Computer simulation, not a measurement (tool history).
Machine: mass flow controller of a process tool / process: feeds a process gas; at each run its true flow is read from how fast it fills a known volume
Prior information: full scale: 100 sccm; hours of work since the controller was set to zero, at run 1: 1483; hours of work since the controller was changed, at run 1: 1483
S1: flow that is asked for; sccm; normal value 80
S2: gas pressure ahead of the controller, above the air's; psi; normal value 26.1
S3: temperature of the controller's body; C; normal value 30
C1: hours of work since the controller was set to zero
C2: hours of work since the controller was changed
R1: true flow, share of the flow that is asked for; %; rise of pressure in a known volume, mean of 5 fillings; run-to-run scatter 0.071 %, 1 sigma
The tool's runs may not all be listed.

Run 1, hour 0: usual settings; C1 1483; C2 1483. Result: R1 99.91 %.
Run 2, hour 99.8: usual settings; C1 1521; C2 1521. Result: R1 99.89 %.
Run 3, hour 150: usual settings but S3 21 C; C1 1540; C2 1540. Result: R1 98.97 %.
Run 4, hour 209.7: usual settings but S3 21 C; C1 1563; C2 1563. Result: R1 98.96 %.
Run 5, hour 318.6: usual settings; C1 1605; C2 1605. Result: R1 99.9 %.
Run 6, hour 387.7: usual settings; C1 1632; C2 1632. Result: R1 99.88 %.
Run 7, hour 487.4: usual settings; C1 1670; C2 1670. Result: R1 99.83 %.
Run 8, hour 564.1: usual settings; C1 1699; C2 1699. Result: R1 99.96 %.
Run 9, hour 650.7: usual settings; C1 1732; C2 1732. Result: R1 99.97 %.
Run 10, hour 731.8: usual settings; C1 1764; C2 1764. Result: R1 99.88 %.
Run 11, hour 802: usual settings but S2 26.5 psi; C1 1791; C2 1791. Result: R1 99.71 %.
Run 12, hour 866: usual settings but S2 26.5 psi; C1 1815; C2 1815. Result: R1 99.84 %.
Run 13, hour 916.9: usual settings but S2 26.5 psi; C1 1835; C2 1835. Result: R1 99.75 %.
Run 14, hour 1015.7: usual settings but S2 26 psi; C1 1873; C2 1873. Result: R1 99.79 %.
Run 15, hour 1095.3: usual settings but S1 95 sccm; C1 1903; C2 1903. Result: R1 99.93 %.
Run 16, hour 1202.8: usual settings; C1 1944; C2 1944. Result: R1 99.72 %.
Run 17, hour 1314.9: usual settings; C1 1987; C2 1987. Result: R1 99.72 %.
Run 18, hour 1397.3: usual settings but S3 37 C; C1 2019; C2 2019. Result: R1 100.48 %.
Run 19, hour 1506.3: usual settings; C1 2061; C2 2061. Result: R1 99.68 %.
Run 20, hour 1603.5: usual settings; C1 2098; C2 2098. Result: R1 99.81 %.
Run 21, hour 1699.2: usual settings but S3 21 C; C1 2135; C2 2135. Result: R1 98.87 %.
Run 22, hour 1779.3: usual settings; C1 2166; C2 2166. Result: R1 99.74 %.
Run 23, hour 1880.6: usual settings; C1 2205; C2 2205. Result: R1 99.8 %.
Run 24, hour 1959.1: usual settings but S1 31 sccm, S3 28 C; C1 2235; C2 2235. Result: R1 99.35 %.
Run 25, hour 2062.3: usual settings but S1 45 sccm, S2 25.2 psi, S3 24 C; C1 2274; C2 2274. Result: R1 98.87 %.
Run 26, hour 2162.5: usual settings but S1 45 sccm, S2 25.2 psi, S3 24 C; C1 2313; C2 2313. Result: R1 98.96 %.
Run 27, hour 2247.2: usual settings but S1 45 sccm, S2 35.2 psi, S3 23 C; C1 2345; C2 2345. Result: R1 98.67 %.
Run 28, hour 2315.9: usual settings but S2 29.2 psi, S3 32 C; C1 2372; C2 2372. Result: R1 99.85 %.
Run 29, hour 2375.8: usual settings but S2 25.7 psi, S3 32 C; C1 2395; C2 2395. Result: R1 99.92 %.
Run 30, hour 2460.9: usual settings but S2 25.7 psi, S3 32 C; C1 2427; C2 2427. Result: R1 99.91 %.
Run 31, hour 2549.8: usual settings but S1 39 sccm, S2 40.2 psi, S3 23 C; C1 2461; C2 2461. Result: R1 98.67 %.
Run 32, hour 2598.8: usual settings but S1 12 sccm, S2 37.7 psi, S3 23 C; C1 2480; C2 2480. Result: R1 99.28 %.
Run 33, hour 2707.2: usual settings but S1 82 sccm, S2 23.4 psi, S3 21 C; C1 2522; C2 2522. Result: R1 98.84 %.
Run 34, hour 2762.8: usual settings but S1 54 sccm, S2 20.7 psi, S3 25 C; C1 2543; C2 2543. Result: R1 99.07 %.
Run 35, hour 2821.3: usual settings but S1 54 sccm, S2 20.7 psi, S3 25 C; C1 2566; C2 2566. Result: R1 99.03 %.
Run 36, hour 2893.2: usual settings but S1 54 sccm, S2 20.7 psi, S3 25 C; C1 2593; C2 2593. Result: R1 99.06 %.
Run 37, hour 2997: usual settings but S1 54 sccm, S2 20.7 psi, S3 25 C; C1 2633; C2 2633. Result: R1 98.91 %.
Run 38, hour 3073.7: usual settings but S1 21 sccm, S2 38.9 psi, S3 24 C; C1 2662; C2 2662. Result: R1 98.85 %.
Run 39, hour 3146: usual settings but S1 75 sccm, S3 27 C; C1 2690; C2 2690. Result: R1 99.37 %.
Run 40, hour 3219.9: usual settings but S1 19 sccm, S2 21.2 psi, S3 34 C; C1 2719; C2 2719. Result: R1 100 %.
Run 41, hour 3272.1: usual settings but S1 27 sccm, S2 23.9 psi, S3 33 C; C1 2739; C2 2739. Result: R1 99.66 %.
Run 42, hour 3326.3: usual settings but S1 27 sccm, S2 23.9 psi, S3 33 C; C1 2759; C2 2759. Result: R1 99.83 %.
Run 43, hour 3427.3: usual settings but S1 27 sccm, S2 22.8 psi, S3 34 C; C1 2798; C2 2798. Result: R1 99.8 %.
Run 44, hour 3507.3: usual settings but S1 42 sccm, S2 28.1 psi, S3 37 C; C1 2829; C2 2829. Result: R1 99.98 %.
Run 45, hour 3617: usual settings but S1 42 sccm, S2 28.1 psi, S3 37 C; C1 2871; C2 2871. Result: R1 100.14 %.

Pick out some run-to-run changes in R1. Of each, how much would a tool without hidden state show as well, from the settings, what came in and chance, and how much is left for the hidden state and any gauge scatter not in both results compared?
Hidden conditions of the tool in this case: flow at rest that the sensor doesn't see, % of full scale; true flow over the shown one, %; drift of the gauge itself on true_pct, %.
Run 4 -> 5: S3 21 -> 30. R1 +0.94 %: hidden state -0.01, all else +0.95.
Run 27 -> 28: S1 45 -> 80, S2 35.2 -> 29.2, S3 23 -> 32. R1 +1.18 %: hidden state -0.13, all else +1.31.
Run 30 -> 31: S1 80 -> 39, S2 25.7 -> 40.2, S3 32 -> 23. R1 -1.24 %: hidden state +0.16, all else -1.4.
Run 31 -> 32: S1 39 -> 12, S2 40.2 -> 37.7. R1 +0.61 %: hidden state +0.78, all else -0.17.
Run 32 -> 33: S1 12 -> 82, S2 37.7 -> 23.4, S3 23 -> 21. R1 -0.44 %: hidden state -0.97, all else +0.53.
Run 39 -> 40: S1 75 -> 19, S2 26.1 -> 21.2, S3 27 -> 34. R1 +0.63 %: hidden state +0.57, all else +0.06.
